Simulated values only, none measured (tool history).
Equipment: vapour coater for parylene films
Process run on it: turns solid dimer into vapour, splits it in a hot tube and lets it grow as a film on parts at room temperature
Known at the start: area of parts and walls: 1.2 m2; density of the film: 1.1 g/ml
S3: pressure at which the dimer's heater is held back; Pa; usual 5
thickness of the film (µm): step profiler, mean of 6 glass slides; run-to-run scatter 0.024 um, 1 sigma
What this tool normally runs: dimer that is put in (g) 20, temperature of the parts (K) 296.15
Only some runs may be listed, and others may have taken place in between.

Run 1, day 0: usual settings. Result: thickness of the film (µm) 9.47.
Run 2, day 0.758: usual settings but S3 4.87 Pa. Result: thickness of the film (µm) 9.47.
Run 3, day 2.008: usual settings but S3 4.87 Pa. Result: thickness of the film (µm) 9.47.
Run 4, day 2.575: usual settings but S3 4.87 Pa. Result: thickness of the film (µm) 9.47.
Run 5, day 3.596: usual settings. Result: thickness of the film (µm) 9.48.
Run 6, day 4.517: usual settings. Result: thickness of the film (µm) 9.42.
Run 7, day 5.438: usual settings. Result: thickness of the film (µm) 9.41.
Run 8, day 6.288: usual settings. Result: thickness of the film (µm) 9.43.
Run 9, day 6.821: usual settings. Result: thickness of the film (µm) 9.41.
Run 10, day 7.729: usual settings. Result: thickness of the film (µm) 9.4.
Run 11, day 8.329: usual settings but temperature of the parts (K) 289.15. Result: thickness of the film (µm) 12.69.
Run 12, day 8.892: usual settings but dimer that is put in (g) 12, temperature of the parts (K) 289.15. Result: thickness of the film (µm) 7.62.
Run 13, day 9.971: usual settings. Result: thickness of the film (µm) 9.32.
Run 14, day 11.038: usual settings. Result: thickness of the film (µm) 9.39.
Run 15, day 11.912: usual settings but temperature of the parts (K) 293.15. Result: thickness of the film (µm) 10.61.
Run 16, day 13.083: usual settings but temperature of the parts (K) 293.15. Result: thickness of the film (µm) 10.65.
Run 17, day 14.383: usual settings but temperature of the parts (K) 304.15. Result: thickness of the film (µm) 6.59.
Run 18, day 15.488: usual settings but temperature of the parts (K) 304.15. Result: thickness of the film (µm) 6.56.
Run 19, day 16.504: usual settings but S3 2.06 Pa. Result: thickness of the film (µm) 10.84.
Run 20, day 17.208: usual settings but S3 2.06 Pa. Result: thickness of the film (µm) 10.8.
Run 21, day 17.804: usual settings but S3 2.06 Pa. Result: thickness of the film (µm) 10.76.
Run 22, day 18.612: usual settings but dimer that is put in (g) 8, temperature of the parts (K) 300.15, S3 4.08 Pa. Result: thickness of the film (µm) 3.22.
Run 23, day 19.275: usual settings but dimer that is put in (g) 16, temperature of the parts (K) 291.15, S3 4.08 Pa. Result: thickness of the film (µm) 9.5.
At day 19.504: trap's valve overhauled.
Run 24, day 20.258: usual settings but dimer that is put in (g) 9, temperature of the parts (K) 303.15, S3 2.88 Pa. Result: thickness of the film (µm) 3.61.
Run 25, day 20.888: usual settings but dimer that is put in (g) 9, temperature of the parts (K) 303.15, S3 2.88 Pa. Result: thickness of the film (µm) 3.59.
Run 26, day 21.546: usual settings but dimer that is put in (g) 32, temperature of the parts (K) 293.15, S3 3.14 Pa. Result: thickness of the film (µm) 19.45.
At day 21.654: table's thermometer calibrated.
Run 27, day 22.696: usual settings but S3 10.58 Pa. Result: thickness of the film (µm) 8.78.
Run 28, day 23.479: usual settings but temperature of the parts (K) 289.15, S3 4.79 Pa. Result: thickness of the film (µm) 13.53.
Run 29, day 24.7: usual settings but temperature of the parts (K) 289.15, S3 4.79 Pa. Result: thickness of the film (µm) 13.57.
Run 30, day 25.904: usual settings but temperature of the parts (K) 293.15, S3 2.62 Pa. Result: thickness of the film (µm) 12.63.
Run 31, day 27.15: usual settings but dimer that is put in (g) 16, temperature of the parts (K) 292.15. Result: thickness of the film (µm) 9.37.
Run 32, day 28.133: usual settings but dimer that is put in (g) 12, temperature of the parts (K) 306.15. Result: thickness of the film (µm) 3.83.
At day 28.8: table's thermometer calibrated, once more.
Run 33, day 28.992: usual settings but dimer that is put in (g) 16, temperature of the parts (K) 298.15, S3 9.87 Pa. Result: thickness of the film (µm) 6.2.
Run 34, day 29.788: usual settings but dimer that is put in (g) 16, temperature of the parts (K) 298.15, S3 9.87 Pa. Result: thickness of the film (µm) 6.23.
Run 35, day 30.942: usual settings but dimer that is put in (g) 16, temperature of the parts (K) 298.15, S3 9.87 Pa. Result: thickness of the film (µm) 6.17.
Run 36, day 32.067: usual settings but dimer that is put in (g) 17, S3 7.89 Pa. Result: thickness of the film (µm) 7.46.
Run 37, day 33.15: usual settings but dimer that is put in (g) 24, temperature of the parts (K) 293.15, S3 2.69 Pa. Result: thickness of the film (µm) 14.43.
Run 38, day 33.879: usual settings but dimer that is put in (g) 24, temperature of the parts (K) 293.15, S3 2.69 Pa. Result: thickness of the film (µm) 14.42.
Run 39, day 34.583: usual settings but temperature of the parts (K) 300.15, S3 3.8 Pa. Result: thickness of the film (µm) 8.32.
Run 40, day 35.662: usual settings but dimer that is put in (g) 11, temperature of the parts (K) 299.15, S3 3.8 Pa. Result: thickness of the film (µm) 4.79.

4 options for the next run, each taken on its own from the tool as it stands now. Forecast them:
Run A, day 36.65: usual settings but dimer that is put in (g) 11, temperature of the parts (K) 299.15, S3 9.13 Pa. Result: thickness of the film (µm) ?.
Run B, day 36.65: usual settings but dimer that is put in (g) 11, temperature of the parts (K) 292.15, S3 5.03 Pa. Result: thickness of the film (µm) ?.
Run C, day 36.65: usual settings but dimer that is put in (g) 28, temperature of the parts (K) 295.15, S3 3.95 Pa. Result: thickness of the film (µm) ?.
Run D, day 36.65: usual settings but dimer that is put in (g) 26, S3 10.67 Pa. Result: thickness of the film (µm) ?.

run  thickness of the film (µm)
  A                        4.11
  B                        6.16
  C                       14.34
  D                       10.75
With no hidden state in the tool, these same runs would have given:
run  thickness of the film (µm)
  A                        4.22
  B                        6.33
  C                       14.73
  D                       11.04
